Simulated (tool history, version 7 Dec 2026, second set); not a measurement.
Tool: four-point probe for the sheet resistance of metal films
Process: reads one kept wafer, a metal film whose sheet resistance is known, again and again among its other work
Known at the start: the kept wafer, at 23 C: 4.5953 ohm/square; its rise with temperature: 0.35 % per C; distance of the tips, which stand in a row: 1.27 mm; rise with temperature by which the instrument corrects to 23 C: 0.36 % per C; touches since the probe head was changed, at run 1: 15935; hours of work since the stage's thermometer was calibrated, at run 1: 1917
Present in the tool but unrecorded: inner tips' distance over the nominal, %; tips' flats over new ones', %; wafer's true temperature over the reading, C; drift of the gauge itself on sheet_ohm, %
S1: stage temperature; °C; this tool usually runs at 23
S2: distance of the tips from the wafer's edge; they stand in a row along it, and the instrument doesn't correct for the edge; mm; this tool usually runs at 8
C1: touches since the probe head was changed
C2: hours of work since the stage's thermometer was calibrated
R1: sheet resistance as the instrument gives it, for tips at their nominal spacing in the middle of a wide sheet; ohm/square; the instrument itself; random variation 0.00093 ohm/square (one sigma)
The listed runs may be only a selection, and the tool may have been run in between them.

Run 1, hour 0.0: usual settings; C1 15935; C2 1917. Result: R1 4.643667 ohm/square.
Run 2, hour 31.3: usual settings but S1 34 °C; C1 16764; C2 1935. Result: R1 4.638230 ohm/square.
Run 3, hour 54.2: usual settings but S1 34 °C; C1 17370; C2 1948. Result: R1 4.638290 ohm/square.
Run 4, hour 73.6: usual settings but S1 34 °C; C1 17884; C2 1959. Result: R1 4.636687 ohm/square.
At hour 89.5: stage's thermometer calibrated.
Run 5, hour 92.9: usual settings but S2 6 mm; C1 18381; C2 2. Result: R1 4.684344 ohm/square.
Run 6, hour 107.0: usual settings but S2 6 mm; C1 18753; C2 10. Result: R1 4.685057 ohm/square.
Run 7, hour 127.6: usual settings but S2 6 mm; C1 19299; C2 22. Result: R1 4.686161 ohm/square.
Run 8, hour 141.4: usual settings but S2 6 mm; C1 19666; C2 30. Result: R1 4.683700 ohm/square.
Run 9, hour 165.1: usual settings but S2 11 mm; C1 20292; C2 43. Result: R1 4.608953 ohm/square.
At hour 173.4: stage's thermometer calibrated, once more.
Run 10, hour 179.9: usual settings; C1 20671; C2 4. Result: R1 4.645304 ohm/square.
Run 11, hour 209.3: usual settings; C1 21450; C2 20. Result: R1 4.645393 ohm/square.
Run 12, hour 231.4: usual settings; C1 22034; C2 33. Result: R1 4.647260 ohm/square.
Run 13, hour 256.8: usual settings; C1 22706; C2 47. Result: R1 4.646169 ohm/square.
Run 14, hour 271.4: usual settings; C1 23094; C2 56. Result: R1 4.645111 ohm/square.
Run 15, hour 286.8: usual settings but S1 19 °C; C1 23500; C2 64. Result: R1 4.645347 ohm/square.
Run 16, hour 303.9: usual settings; C1 23954; C2 74. Result: R1 4.646591 ohm/square.
Run 17, hour 324.5: usual settings but S2 5 mm; C1 24498; C2 86. Result: R1 4.735569 ohm/square.
Run 18, hour 338.9: usual settings but S2 4 mm; C1 24881; C2 94. Result: R1 4.817080 ohm/square.
Run 19, hour 366.3: usual settings but S1 22 °C, S2 50 mm; C1 25606; C2 110. Result: R1 4.583753 ohm/square.
Run 20, hour 397.0: usual settings but S1 30 °C, S2 15 mm; C1 26419; C2 127. Result: R1 4.596364 ohm/square.
Run 21, hour 424.9: usual settings but S1 20 °C; C1 27158; C2 143. Result: R1 4.644853 ohm/square.
Run 22, hour 454.0: usual settings but S1 32 °C, S2 12 mm; C1 27927; C2 160. Result: R1 4.604389 ohm/square.
Run 23, hour 476.1: usual settings but S1 19 °C, S2 53 mm; C1 28512; C2 172. Result: R1 4.583725 ohm/square.
Run 24, hour 507.9: usual settings but S1 34 °C, S2 7 mm; C1 29354; C2 190. Result: R1 4.656821 ohm/square.
Run 25, hour 535.5: usual settings but S1 34 °C, S2 31 mm; C1 30084; C2 206. Result: R1 4.581118 ohm/square.
Run 26, hour 558.6: usual settings but S1 25 °C, S2 5 mm; C1 30696; C2 219. Result: R1 4.734153 ohm/square.
Run 27, hour 585.8: usual settings but S1 25 °C, S2 5 mm; C1 31415; C2 234. Result: R1 4.732560 ohm/square.
Run 28, hour 616.8: usual settings but S1 19 °C, S2 72 mm; C1 32238; C2 252. Result: R1 4.581788 ohm/square.
Run 29, hour 632.9: usual settings but S1 22 °C, S2 35 mm; C1 32662; C2 261. Result: R1 4.583209 ohm/square.
Run 30, hour 659.9: usual settings but S1 27 °C, S2 7 mm; C1 33378; C2 277. Result: R1 4.656429 ohm/square.
Run 31, hour 682.0: usual settings but S1 27 °C, S2 7 mm; C1 33962; C2 289. Result: R1 4.656386 ohm/square.
Run 32, hour 713.4: usual settings but S1 27 °C, S2 7 mm; C1 34794; C2 307. Result: R1 4.656341 ohm/square.

Forecast each of these 3 alternatives for the next run:
Run A, hour 745.2: usual settings but S1 19 °C; C1 35635; C2 325. Result: R1 ?.
Run B, hour 745.2: usual settings but S1 32 °C, S2 7 mm; C1 35635; C2 325. Result: R1 ?.
Run C, hour 745.2: usual settings but S2 3 mm; C1 35635; C2 325. Result: R1 ?.

run        R1
  A  4.639857
  B  4.654065
  C  4.977645
Without the tool's unlogged condition, the same runs would have read:
run        R1
  A  4.657570
  B  4.671767
  C  4.996515
